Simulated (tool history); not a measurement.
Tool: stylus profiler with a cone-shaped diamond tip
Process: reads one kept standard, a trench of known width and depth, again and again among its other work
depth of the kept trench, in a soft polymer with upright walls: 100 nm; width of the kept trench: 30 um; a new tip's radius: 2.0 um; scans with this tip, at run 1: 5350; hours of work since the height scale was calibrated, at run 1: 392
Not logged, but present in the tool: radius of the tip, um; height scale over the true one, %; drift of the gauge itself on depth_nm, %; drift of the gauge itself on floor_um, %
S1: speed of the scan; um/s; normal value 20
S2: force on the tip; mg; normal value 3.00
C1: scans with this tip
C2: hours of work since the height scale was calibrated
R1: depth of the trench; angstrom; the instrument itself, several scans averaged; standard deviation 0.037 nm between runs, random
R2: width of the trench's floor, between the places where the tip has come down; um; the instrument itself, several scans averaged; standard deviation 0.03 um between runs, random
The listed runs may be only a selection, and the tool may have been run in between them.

{"run": 1, "day": 0.0, "S1": 20, "S2": 3.0, "C1": 5350, "C2": 392, "R1": 1016.1, "R2": 28.15}
{"run": 2, "day": 1.446, "S1": 5, "S2": 3.0, "C1": 5591, "C2": 409, "R1": 1015.8, "R2": 28.14}
{"run": 3, "day": 2.446, "S1": 7, "S2": 3.0, "C1": 5757, "C2": 421, "R1": 1015.9, "R2": 28.15}
{"run": 4, "day": 4.188, "S1": 7, "S2": 3.0, "C1": 6048, "C2": 443, "R1": 1016.0, "R2": 28.16}
{"run": 5, "day": 5.225, "S1": 7, "S2": 3.0, "C1": 6220, "C2": 455, "R1": 1016.1, "R2": 28.11}
{"run": 6, "day": 6.662, "S1": 7, "S2": 3.0, "C1": 6460, "C2": 473, "R1": 1016.6, "R2": 28.09}
{"run": 7, "day": 8.154, "S1": 7, "S2": 3.0, "C1": 6707, "C2": 491, "R1": 1016.3, "R2": 28.05}
{"run": 8, "day": 9.833, "S1": 7, "S2": 3.0, "C1": 6987, "C2": 511, "R1": 1016.5, "R2": 28.03}
{"run": 9, "day": 11.354, "S1": 18, "S2": 3.0, "C1": 7240, "C2": 530, "R1": 1016.1, "R2": 27.96}
{"run": 10, "day": 13.079, "S1": 18, "S2": 3.0, "C1": 7527, "C2": 551, "R1": 1015.8, "R2": 27.97}
{"run": 11, "day": 14.033, "S1": 18, "S2": 3.0, "C1": 7686, "C2": 563, "R1": 1015.5, "R2": 27.94}
{"run": 12, "day": 15.442, "S1": 50, "S2": 1.36, "C1": 7920, "C2": 580, "R1": 1009.0, "R2": 27.85}
{"day": 17.317, "done": "new tip fitted, height scale calibrated"}
{"run": 13, "day": 17.333, "S1": 48, "S2": 7.83, "C1": 3, "C2": 0, "R1": 1032.8, "R2": 28.61}
{"run": 14, "day": 18.771, "S1": 15, "S2": 5.05, "C1": 243, "C2": 18, "R1": 1024.9, "R2": 28.7}

Run 15, settings as shown, results not yet in. Your forecast:
{"run": 15, "day": 20.129, "S1": 15, "S2": 5.05, "C1": 469, "C2": 34, "R1": "?", "R2": "?"}

Run 15 produced R1 1025.1 angstrom, R2 28.64 um.
Had the tool carried no hidden state, the very same run would have given R1 1025.2 angstrom, R2 28.69 um.
